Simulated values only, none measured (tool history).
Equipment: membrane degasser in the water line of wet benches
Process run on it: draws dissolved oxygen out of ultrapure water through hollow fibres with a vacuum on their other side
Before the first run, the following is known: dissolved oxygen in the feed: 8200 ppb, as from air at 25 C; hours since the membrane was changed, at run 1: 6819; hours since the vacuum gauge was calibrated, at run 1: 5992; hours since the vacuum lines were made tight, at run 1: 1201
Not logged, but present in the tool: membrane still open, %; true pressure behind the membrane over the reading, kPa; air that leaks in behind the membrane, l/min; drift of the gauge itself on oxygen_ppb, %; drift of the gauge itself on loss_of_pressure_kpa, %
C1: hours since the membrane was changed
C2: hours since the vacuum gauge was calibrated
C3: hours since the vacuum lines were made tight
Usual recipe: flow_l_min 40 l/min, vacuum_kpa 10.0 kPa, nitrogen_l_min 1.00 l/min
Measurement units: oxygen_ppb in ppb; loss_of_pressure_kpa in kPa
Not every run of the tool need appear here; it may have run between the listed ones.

run 1 day=0.000 | flow_l_min=40 vacuum_kpa=10.0 nitrogen_l_min=1.00 | C1=6819 C2=5992 C3=1201 | oxygen_ppb=533.9 loss_of_pressure_kpa=33.76
run 2 day=5.600 | flow_l_min=40 vacuum_kpa=10.0 nitrogen_l_min=1.00 | C1=6953 C2=6126 C3=1335 | oxygen_ppb=534.4 loss_of_pressure_kpa=33.78
run 3 day=10.317 | flow_l_min=40 vacuum_kpa=20.4 nitrogen_l_min=1.00 | C1=7067 C2=6239 C3=1448 | oxygen_ppb=1224.0 loss_of_pressure_kpa=33.68
run 4 day=15.967 | flow_l_min=40 vacuum_kpa=20.4 nitrogen_l_min=1.00 | C1=7202 C2=6375 C3=1584 | oxygen_ppb=1215.3 loss_of_pressure_kpa=33.64
run 5 day=23.192 | flow_l_min=40 vacuum_kpa=10.0 nitrogen_l_min=1.00 | C1=7376 C2=6548 C3=1757 | oxygen_ppb=530.6 loss_of_pressure_kpa=33.78
run 6 day=27.779 | flow_l_min=40 vacuum_kpa=10.0 nitrogen_l_min=1.00 | C1=7486 C2=6658 C3=1867 | oxygen_ppb=529.9 loss_of_pressure_kpa=33.63
run 7 day=34.808 | flow_l_min=40 vacuum_kpa=10.0 nitrogen_l_min=1.00 | C1=7654 C2=6827 C3=2036 | oxygen_ppb=527.8 loss_of_pressure_kpa=33.68
run 8 day=38.304 | flow_l_min=40 vacuum_kpa=10.0 nitrogen_l_min=1.00 | C1=7738 C2=6911 C3=2120 | oxygen_ppb=528.1 loss_of_pressure_kpa=33.76
run 9 day=42.554 | flow_l_min=40 vacuum_kpa=18.1 nitrogen_l_min=2.18 | C1=7840 C2=7013 C3=2222 | oxygen_ppb=582.3 loss_of_pressure_kpa=33.57
run 10 day=45.658 | flow_l_min=40 vacuum_kpa=18.1 nitrogen_l_min=2.18 | C1=7915 C2=7088 C3=2296 | oxygen_ppb=580.4 loss_of_pressure_kpa=33.80
run 11 day=49.162 | flow_l_min=25 vacuum_kpa=10.0 nitrogen_l_min=1.00 | C1=7999 C2=7172 C3=2380 | oxygen_ppb=351.7 loss_of_pressure_kpa=21.04
run 12 day=54.046 | flow_l_min=32 vacuum_kpa=9.1 nitrogen_l_min=1.84 | C1=8116 C2=7289 C3=2498 | oxygen_ppb=228.9 loss_of_pressure_kpa=26.99

Forecast each of these 3 alternatives for the next run:
run A day=59.975 | flow_l_min=29 vacuum_kpa=9.7 nitrogen_l_min=1.00 | C1=8258 C2=7431 C3=2640 | oxygen_ppb=? loss_of_pressure_kpa=?
run B day=59.975 | flow_l_min=40 vacuum_kpa=6.3 nitrogen_l_min=0.62 | C1=8258 C2=7431 C3=2640 | oxygen_ppb=? loss_of_pressure_kpa=?
run C day=59.975 | flow_l_min=32 vacuum_kpa=15.7 nitrogen_l_min=0.70 | C1=8258 C2=7431 C3=2640 | oxygen_ppb=? loss_of_pressure_kpa=?

run=A oxygen_ppb=380.5 loss_of_pressure_kpa=24.32
run=B oxygen_ppb=356.7 loss_of_pressure_kpa=33.59
run=C oxygen_ppb=987.4 loss_of_pressure_kpa=26.92
Stripped of hidden state, with their random variation kept, the same runs would have yielded:
run=A oxygen_ppb=389.1 loss_of_pressure_kpa=24.32
run=B oxygen_ppb=364.3 loss_of_pressure_kpa=33.58
run=C oxygen_ppb=1010.1 loss_of_pressure_kpa=26.91
